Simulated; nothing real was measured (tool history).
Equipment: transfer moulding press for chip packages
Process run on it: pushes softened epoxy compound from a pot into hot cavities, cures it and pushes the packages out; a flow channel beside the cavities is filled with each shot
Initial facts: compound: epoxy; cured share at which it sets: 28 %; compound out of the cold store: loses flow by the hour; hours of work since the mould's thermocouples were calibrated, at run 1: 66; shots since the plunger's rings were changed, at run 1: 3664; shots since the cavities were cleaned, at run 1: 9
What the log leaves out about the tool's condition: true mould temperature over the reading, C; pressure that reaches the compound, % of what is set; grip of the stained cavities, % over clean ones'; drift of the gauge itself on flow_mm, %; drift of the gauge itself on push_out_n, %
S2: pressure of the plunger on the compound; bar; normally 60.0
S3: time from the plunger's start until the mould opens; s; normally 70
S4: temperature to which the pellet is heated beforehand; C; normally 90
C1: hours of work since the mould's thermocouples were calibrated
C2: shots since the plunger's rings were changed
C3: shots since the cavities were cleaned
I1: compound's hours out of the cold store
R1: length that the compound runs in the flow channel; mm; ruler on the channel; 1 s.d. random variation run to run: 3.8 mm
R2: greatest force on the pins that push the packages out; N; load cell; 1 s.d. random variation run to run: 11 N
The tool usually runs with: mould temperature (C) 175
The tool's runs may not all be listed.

Run 1, hour 0.0: usual settings; C1 66; C2 3664; C3 9; I1 41.5. Result: R1 908 mm, R2 468 N.
At hour 15.8: plunger's sealing rings changed.
At hour 63.2: cavities cleaned with cleaning compound and waxed.
Run 2, hour 63.2: usual settings; C1 94; C2 591; C3 0; I1 39.5. Result: R1 919 mm, R2 485 N.
At hour 126.5: cavities cleaned with cleaning compound and waxed.
Run 3, hour 138.3: usual settings; C1 130; C2 1541; C3 152; I1 43.2. Result: R1 901 mm, R2 478 N.
At hour 194.3: cavities cleaned with cleaning compound and waxed.
Run 4, hour 215.0: usual settings; C1 167; C2 2510; C3 267; I1 46.5. Result: R1 891 mm, R2 505 N.
At hour 259.1: cavities cleaned with cleaning compound and waxed.
Run 5, hour 290.6: usual settings; C1 203; C2 3466; C3 407; I1 26.2. Result: R1 959 mm, R2 516 N.
At hour 320.0: plunger's sealing rings changed.
At hour 330.1: cavities cleaned with cleaning compound and waxed.
Run 6, hour 356.2: usual settings; C1 233; C2 447; C3 337; I1 17.6. Result: R1 1002 mm, R2 503 N.
At hour 398.3: cavities cleaned with cleaning compound and waxed.
Run 7, hour 415.2: usual settings; C1 261; C2 1188; C3 217; I1 40.7. Result: R1 907 mm, R2 488 N.
At hour 461.0: cavities cleaned with cleaning compound and waxed.
At hour 504.6: mould's thermocouples calibrated.
Run 8, hour 504.6: usual settings but S3 58 s; C1 0; C2 2296; C3 536; I1 20.9. Result: R1 976 mm, R2 748 N.
At hour 528.5: cavities cleaned with cleaning compound and waxed.
Run 9, hour 584.9: usual settings but S3 58 s; C1 38; C2 3312; C3 728; I1 24.4. Result: R1 965 mm, R2 728 N.
At hour 591.8: cavities cleaned with cleaning compound and waxed.
At hour 627.9: plunger's sealing rings changed.
Run 10, hour 652.0: usual settings but S3 58 s; C1 69; C2 310; C3 743; I1 32.7. Result: R1 940 mm, R2 740 N.
At hour 657.8: cavities cleaned with cleaning compound and waxed.
At hour 719.7: cavities cleaned with cleaning compound and waxed.
Run 11, hour 747.8: usual settings but S3 58 s; C1 114; C2 1507; C3 362; I1 19.5. Result: R1 990 mm, R2 752 N.
At hour 784.8: cavities cleaned with cleaning compound and waxed.
Run 12, hour 814.2: usual settings; C1 146; C2 2344; C3 379; I1 12.7. Result: R1 1011 mm, R2 521 N.
At hour 851.0: cavities cleaned with cleaning compound and waxed.
Run 13, hour 874.2: usual settings but mould temperature (C) 173, S3 57 s; C1 174; C2 3098; C3 299; I1 15.9. Result: R1 999 mm, R2 926 N.
At hour 914.5: cavities cleaned with cleaning compound and waxed.
At hour 939.4: plunger's sealing rings changed.
Run 14, hour 961.5: usual settings but S2 54.6 bar, S3 77 s, S4 84 C; C1 215; C2 285; C3 573; I1 12.0. Result: R1 976 mm, R2 456 N.
At hour 983.3: cavities cleaned with cleaning compound and waxed.
Run 15, hour 1035.1: usual settings but mould temperature (C) 183, S2 65.9 bar, S3 88 s; C1 250; C2 1214; C3 667; I1 21.8. Result: R1 988 mm, R2 385 N.
At hour 1046.7: cavities cleaned with cleaning compound and waxed.
At hour 1112.0: cavities cleaned with cleaning compound and waxed.
Run 16, hour 1128.8: usual settings but mould temperature (C) 182, S2 55.4 bar; C1 294; C2 2384; C3 216; I1 8.5. Result: R1 960 mm, R2 406 N.
At hour 1151.9: mould's thermocouples calibrated.
Run 17, hour 1171.5: usual settings but mould temperature (C) 182, S2 55.4 bar; C1 10; C2 2909; C3 741; I1 21.9. Result: R1 915 mm, R2 415 N.

Forecast run 18:
At hour 1179.3: cavities cleaned with cleaning compound and waxed.
At hour 1241.5: cavities cleaned with cleaning compound and waxed.
At hour 1251.5: plunger's sealing rings changed.
Run 18, hour 1263.4: usual settings but mould temperature (C) 182, S2 55.4 bar; C1 52; C2 153; C3 249; I1 43.1. Result: R1 ?, R2 ?.

R1: 848 mm
R2: 408 N
Were there no unlogged condition in the tool, this run, its random variation unchanged, would have produced R1 848 mm, R2 405 N.

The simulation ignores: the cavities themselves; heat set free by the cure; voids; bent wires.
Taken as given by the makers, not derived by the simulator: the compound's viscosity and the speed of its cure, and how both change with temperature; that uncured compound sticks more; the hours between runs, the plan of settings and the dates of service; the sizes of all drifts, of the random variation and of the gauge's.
